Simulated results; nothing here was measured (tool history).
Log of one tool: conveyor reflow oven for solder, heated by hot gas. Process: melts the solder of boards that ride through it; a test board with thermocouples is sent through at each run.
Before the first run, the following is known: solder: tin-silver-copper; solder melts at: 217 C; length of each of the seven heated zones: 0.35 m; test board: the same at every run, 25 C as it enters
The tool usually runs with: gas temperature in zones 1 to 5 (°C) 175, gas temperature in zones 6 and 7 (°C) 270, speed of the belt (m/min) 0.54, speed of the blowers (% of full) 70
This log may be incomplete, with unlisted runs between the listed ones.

run	day	gas temperature in zones 1 to 5 (°C)	gas temperature in zones 6 and 7 (°C)	speed of the belt (m/min)	speed of the blowers (% of full)	highest temperature of the board (°C)	time above the solder's melting point (s)
1	0	175	270	0.54	70	257.5	64.3
2	1.962	175	270	0.54	70	257.3	63.3
3	4.079	175	270	0.54	70	257.2	63.6
4	5.225	175	270	0.54	70	257.3	63.8
5	7.283	175	270	0.54	70	257.1	64.1
# day 7.975: flux residue cleaned out of gas plates and filters
6	8.812	175	270	0.54	51	255.7	62.4
7	10.808	175	270	0.54	51	255.6	62.7
8	11.683	175	270	0.54	70	259.1	66
9	13.621	175	270	0.54	70	259	65.7
10	15.167	183	270	0.54	70	260.4	68.9
11	16.533	182	280	0.53	80	271.1	75.9
12	17.658	182	280	0.608	60	263.8	62.3
13	19.221	185	271	0.452	60	264	86.7
14	21.342	176	270	0.54	51	255.4	63.5
15	22.379	175	271	0.591	60	254.8	57
16	23.821	175	271	0.526	51	256.7	65
17	25.921	168	277	0.465	66	268	80.5
# day 26.454: belt drive overhauled, speed set with a stopwatch
18	28.154	175	284	0.54	75	271.1	70.7
19	29.221	180	272	0.617	82	258.1	56.1

Here are 5 independent what-if runs from the current tool condition. What would each one return?
A	31.167	162	270	0.54	70	?	?
B	31.167	175	270	0.638	70	?	?
C	31.167	161	282	0.617	72	?	?
D	31.167	177	265	0.617	85	?	?
E	31.167	163	270	0.605	72	?	?

run	highest temperature of the board (°C)	time above the solder's melting point (s)
A	255.7	57.1
B	251.8	48.7
C	261.4	51.9
D	251.6	51.6
E	252.4	48.4
Had the tool no hidden state, the same runs would have come out as:
run	highest temperature of the board (°C)	time above the solder's melting point (s)
A	256.5	58.2
B	253.1	50
C	263.1	53.1
D	252.6	52.9
E	253.8	49.9
